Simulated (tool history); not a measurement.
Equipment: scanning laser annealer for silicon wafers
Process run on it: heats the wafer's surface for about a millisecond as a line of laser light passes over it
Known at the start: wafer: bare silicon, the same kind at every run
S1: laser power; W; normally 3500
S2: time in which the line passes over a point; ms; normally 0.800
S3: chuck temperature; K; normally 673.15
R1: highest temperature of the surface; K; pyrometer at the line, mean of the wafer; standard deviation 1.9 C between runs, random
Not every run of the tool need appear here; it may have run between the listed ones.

run   hour    S1     S2      S3       R1
  1    0.0  3500  0.800  673.15  1428.15
  2   66.6  3500  0.800  673.15  1432.15
  3  100.2  3500  0.800  673.15  1425.15
  4  144.4  3500  0.800  673.15  1424.15
     199.3  -- window over the wafer cleaned
  5  220.2  3500  0.800  692.15  1468.15
  6  275.8  3500  0.800  657.15  1431.15
  7  346.4  3500  0.800  657.15  1430.15
  8  386.6  3054  0.800  657.15  1319.15
  9  430.7  3054  0.800  657.15  1318.15
 10  473.3  3422  0.958  661.15  1496.15
 11  520.7  3422  0.958  661.15  1495.15
 12  585.2  3422  0.958  661.15  1493.15
 13  646.8  3422  0.958  661.15  1494.15
     654.0  -- laser's power meter calibrated
 14  730.2  3243  0.744  698.15  1373.15
 15  795.2  3080  0.800  673.15  1334.15
     861.3  -- laser's power meter calibrated, once more
 16  870.0  3080  0.800  673.15  1330.15
 17  909.0  3080  0.800  673.15  1324.15
 18  976.7  3569  0.950  673.15  1530.15

Branching from run 18: 5 alternative next runs. What would each branch give?
  A  1054.8  3500  0.800  672.15   ?
  B  1054.8  3079  0.800  673.15   ?
  C  1054.8  3076  0.978  685.15   ?
  D  1054.8  2989  0.800  673.15   ?
  E  1054.8  3436  0.617  673.15   ?

run       R1
  A  1427.15
  B  1325.15
  C  1421.15
  D  1303.15
  E  1308.15
With the hidden condition removed and each run's random variation left untouched, the same runs would have given:
run       R1
  A  1450.15
  B  1344.15
  C  1443.15
  D  1322.15
  E  1328.15

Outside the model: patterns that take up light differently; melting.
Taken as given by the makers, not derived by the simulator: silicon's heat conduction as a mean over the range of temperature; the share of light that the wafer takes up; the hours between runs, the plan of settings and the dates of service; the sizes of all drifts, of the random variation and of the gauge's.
